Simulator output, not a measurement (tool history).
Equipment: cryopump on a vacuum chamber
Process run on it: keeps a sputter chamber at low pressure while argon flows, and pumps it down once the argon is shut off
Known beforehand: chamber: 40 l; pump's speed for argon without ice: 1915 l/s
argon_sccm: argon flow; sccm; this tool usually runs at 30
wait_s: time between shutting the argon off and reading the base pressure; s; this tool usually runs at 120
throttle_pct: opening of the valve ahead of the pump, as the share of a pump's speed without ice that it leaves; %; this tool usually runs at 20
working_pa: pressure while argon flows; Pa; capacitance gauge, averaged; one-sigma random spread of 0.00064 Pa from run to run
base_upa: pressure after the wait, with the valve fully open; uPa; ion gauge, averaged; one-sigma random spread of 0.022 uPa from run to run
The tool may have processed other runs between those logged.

run,hour,argon_sccm,wait_s,throttle_pct,working_pa,base_upa
1,0,30,120,20,0.1364,0.97
2,70.1,30,120,20,0.1365,1
3,175.2,30,120,20,0.1378,1.06
# hour 192: pump warmed up, emptied and cooled again
4,276.9,30,120,20,0.1331,0.99
5,385.6,30,120,20,0.1347,1.09
6,509.8,30,120,20,0.1353,1.08
7,568.7,30,120,20,0.1373,1.1
8,634.6,30,120,20,0.1367,1.14
9,706.7,15,120,20,0.0678,1.14
10,795.8,30,120,30,0.0929,1.16
# hour 907.6: pump warmed up, emptied and cooled again
11,907.6,30,120,30,0.0893,1.09
12,1032.2,30,120,30,0.0911,1.13
13,1159.4,30,120,20,0.1344,1.19
# hour 1223.6: leaking fittings of the chamber tightened, without venting
14,1241.2,30,120,20,0.1352,0.72
15,1307.7,30,120,20,0.1356,0.76
16,1395.5,30,120,59,0.0488,0.75
17,1481.9,30,120,59,0.0493,0.79
18,1542.7,27,269,59,0.0443,0.51
# hour 1626.8: pump warmed up, emptied and cooled again
19,1674.3,27,269,59,0.0417,0.51
20,1791.4,27,269,59,0.042,0.57
21,1895,40,160,19,0.1884,0.67
22,1969.4,40,160,19,0.1901,0.79
23,2041.5,40,21,18,0.2011,3.45
24,2149.9,40,21,18,0.2013,3.45
25,2237.4,40,21,18,0.2042,3.55
# hour 2347.2: pump warmed up, emptied and cooled again
26,2376.6,52,120,19,0.2447,0.88
27,2451.5,30,26,15,0.1788,2.9
28,2537.9,30,26,15,0.1796,2.82
29,2642.6,30,26,15,0.1798,2.95
30,2751.1,43,275,57,0.0725,0.77
31,2837.5,25,199,34,0.0693,0.89
32,2953.7,30,101,25,0.1111,1.28
# hour 3064.6: pump warmed up, emptied and cooled again
33,3064.6,40,72,22,0.1619,1.36
34,3130.5,17,36,17,0.0901,2.37

4 options for the next run, each taken on its own from the tool as it stands now. Forecast them:
A,3251,31,36,19,?,?
B,3251,23,23,16,?,?
C,3251,30,40,20,?,?
D,3251,17,48,17,?,?

run,working_pa,base_upa
A,0.147,2.35
B,0.1289,3.24
C,0.1348,2.16
D,0.089,1.91
Had the tool no hidden state, the same runs would have come out as:
run,working_pa,base_upa
A,0.1442,1.9
B,0.1268,2.81
C,0.1321,1.71
D,0.0874,1.48
